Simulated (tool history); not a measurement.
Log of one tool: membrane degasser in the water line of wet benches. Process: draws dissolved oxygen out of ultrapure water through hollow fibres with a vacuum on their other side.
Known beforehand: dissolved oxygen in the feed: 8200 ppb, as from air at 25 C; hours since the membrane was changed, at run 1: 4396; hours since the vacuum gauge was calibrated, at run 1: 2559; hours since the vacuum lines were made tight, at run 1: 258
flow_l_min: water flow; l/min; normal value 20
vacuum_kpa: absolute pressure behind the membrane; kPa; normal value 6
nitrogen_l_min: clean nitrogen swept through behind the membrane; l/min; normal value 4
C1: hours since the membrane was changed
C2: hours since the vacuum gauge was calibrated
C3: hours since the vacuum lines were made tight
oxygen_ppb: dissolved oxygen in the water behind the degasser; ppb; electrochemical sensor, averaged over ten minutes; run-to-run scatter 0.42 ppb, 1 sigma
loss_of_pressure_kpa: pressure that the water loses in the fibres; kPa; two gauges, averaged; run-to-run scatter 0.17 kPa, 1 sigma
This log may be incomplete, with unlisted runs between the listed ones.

run 1 day=0 | flow_l_min=20 vacuum_kpa=6 nitrogen_l_min=4 | C1=4396 C2=2559 C3=258 | oxygen_ppb=39.4 loss_of_pressure_kpa=34.67
run 2 day=3.208 | flow_l_min=20 vacuum_kpa=6 nitrogen_l_min=4 | C1=4473 C2=2636 C3=335 | oxygen_ppb=40.2 loss_of_pressure_kpa=35.01
run 3 day=6.283 | flow_l_min=20 vacuum_kpa=6 nitrogen_l_min=4 | C1=4546 C2=2710 C3=409 | oxygen_ppb=39.3 loss_of_pressure_kpa=34.79
run 4 day=8.771 | flow_l_min=20 vacuum_kpa=6 nitrogen_l_min=4 | C1=4606 C2=2769 C3=469 | oxygen_ppb=39 loss_of_pressure_kpa=34.57
run 5 day=11.154 | flow_l_min=20 vacuum_kpa=6 nitrogen_l_min=4 | C1=4663 C2=2827 C3=526 | oxygen_ppb=38.9 loss_of_pressure_kpa=35.41
run 6 day=15.171 | flow_l_min=20 vacuum_kpa=6 nitrogen_l_min=4 | C1=4760 C2=2923 C3=622 | oxygen_ppb=38.4 loss_of_pressure_kpa=35.06
run 7 day=17.833 | flow_l_min=20 vacuum_kpa=13.53 nitrogen_l_min=4 | C1=4824 C2=2987 C3=686 | oxygen_ppb=129.4 loss_of_pressure_kpa=34.97
run 8 day=21.55 | flow_l_min=20 vacuum_kpa=6 nitrogen_l_min=1.97 | C1=4913 C2=3076 C3=775 | oxygen_ppb=74.7 loss_of_pressure_kpa=34.75
run 9 day=25.846 | flow_l_min=20 vacuum_kpa=13.49 nitrogen_l_min=1.97 | C1=5016 C2=3179 C3=879 | oxygen_ppb=250 loss_of_pressure_kpa=34.9
run 10 day=28.546 | flow_l_min=20 vacuum_kpa=8.41 nitrogen_l_min=4 | C1=5081 C2=3244 C3=943 | oxygen_ppb=69.9 loss_of_pressure_kpa=35.19
run 11 day=33.067 | flow_l_min=20 vacuum_kpa=8.41 nitrogen_l_min=10.65 | C1=5189 C2=3353 C3=1052 | oxygen_ppb=28.8 loss_of_pressure_kpa=35.09
run 12 day=36.475 | flow_l_min=20 vacuum_kpa=8.41 nitrogen_l_min=10.65 | C1=5271 C2=3434 C3=1134 | oxygen_ppb=29.3 loss_of_pressure_kpa=35.11
run 13 day=41.058 | flow_l_min=20 vacuum_kpa=6 nitrogen_l_min=8.4 | C1=5381 C2=3544 C3=1244 | oxygen_ppb=21.2 loss_of_pressure_kpa=35.1
run 14 day=43.95 | flow_l_min=20 vacuum_kpa=10.57 nitrogen_l_min=4 | C1=5450 C2=3614 C3=1313 | oxygen_ppb=96.1 loss_of_pressure_kpa=35.09
run 15 day=48.079 | flow_l_min=20 vacuum_kpa=10.57 nitrogen_l_min=4 | C1=5550 C2=3713 C3=1412 | oxygen_ppb=94.3 loss_of_pressure_kpa=35.24
run 16 day=52.15 | flow_l_min=20 vacuum_kpa=10.1 nitrogen_l_min=4 | C1=5647 C2=3811 C3=1510 | oxygen_ppb=89.7 loss_of_pressure_kpa=35.09
run 17 day=55.408 | flow_l_min=20 vacuum_kpa=10.1 nitrogen_l_min=4 | C1=5725 C2=3889 C3=1588 | oxygen_ppb=89.2 loss_of_pressure_kpa=35.34
run 18 day=58.529 | flow_l_min=20 vacuum_kpa=10.1 nitrogen_l_min=4 | C1=5800 C2=3964 C3=1663 | oxygen_ppb=92.2 loss_of_pressure_kpa=35.27
run 19 day=63.271 | flow_l_min=27 vacuum_kpa=7.02 nitrogen_l_min=6.62 | C1=5914 C2=4077 C3=1777 | oxygen_ppb=56.9 loss_of_pressure_kpa=47.23

Expected results for the next run?
run 20 day=66.471 | flow_l_min=27 vacuum_kpa=7.02 nitrogen_l_min=6.62 | C1=5991 C2=4154 C3=1854 | oxygen_ppb=? loss_of_pressure_kpa=?

{"run 20": {"oxygen_ppb": 57.1, "loss_of_pressure_kpa": 47.55}}
Minus the tool's unlogged condition, the same run would have read oxygen_ppb 51.8 ppb, loss_of_pressure_kpa 46.37 kPa.

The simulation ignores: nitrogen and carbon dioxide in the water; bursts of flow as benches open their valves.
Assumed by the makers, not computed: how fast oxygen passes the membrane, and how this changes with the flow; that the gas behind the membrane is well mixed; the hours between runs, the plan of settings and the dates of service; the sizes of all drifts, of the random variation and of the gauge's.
